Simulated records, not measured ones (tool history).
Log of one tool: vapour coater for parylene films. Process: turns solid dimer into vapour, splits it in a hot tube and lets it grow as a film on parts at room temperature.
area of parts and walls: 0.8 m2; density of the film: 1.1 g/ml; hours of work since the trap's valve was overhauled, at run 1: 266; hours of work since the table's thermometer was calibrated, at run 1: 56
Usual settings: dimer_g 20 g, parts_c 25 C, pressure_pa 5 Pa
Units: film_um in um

run   hour  dimer_g  parts_c  pressure_pa  hours of work since the trap's valve was overhauled  hours of work since the table's thermometer was calibrated  film_um
  1      0       20       25            5                                                  266                                                          56    15.66
  2   36.2       20       25            5                                                  281                                                          71     15.6
  3   62.6       20       25            5                                                  292                                                          82    15.65
  4   84.5       10       25            5                                                  300                                                          90     7.82
  5  125.9       10       25         4.51                                                  317                                                         107     7.87
     133.8  -- trap's valve overhauled
  6  147.3       10       25         4.51                                                    5                                                         114     7.95
  7  184.6       10       25         4.51                                                   21                                                         129     8.04
  8  210.8       10       25         4.51                                                   31                                                         140     7.97
  9  228.4       20       25            5                                                   38                                                         147     15.7
 10  256.1       17       25          2.6                                                   50                                                         158    15.12
 11  298.7       17       25         6.26                                                   67                                                         176    12.72
 12  324.5       20       23            5                                                   77                                                         186    16.51
 13  353.4       20       22         7.93                                                   89                                                         198    15.61
 14  393.5       20       22         7.93                                                  105                                                         214    15.66
 15  413.9       20       22         7.93                                                  114                                                         222    15.66
 16  448.5       20       35            5                                                  128                                                         236     12.2
 17  471.4       20       29        10.04                                                  137                                                         246    12.62

Forecast each of these 4 alternatives for the next run:
  A  491.4       23       25         5.16                                                  145                                                         254        ?
  B  491.4       20       17        10.04                                                  145                                                         254        ?
  C  491.4       20       20        10.04                                                  145                                                         254        ?
  D  491.4       17       29        10.04                                                  145                                                         254        ?

run  film_um
  A    18.04
  B    17.11
  C    15.94
  D    10.64
Without the tool's hidden state the same runs would have given:
run  film_um
  A    17.75
  B    16.84
  C    15.68
  D    10.47
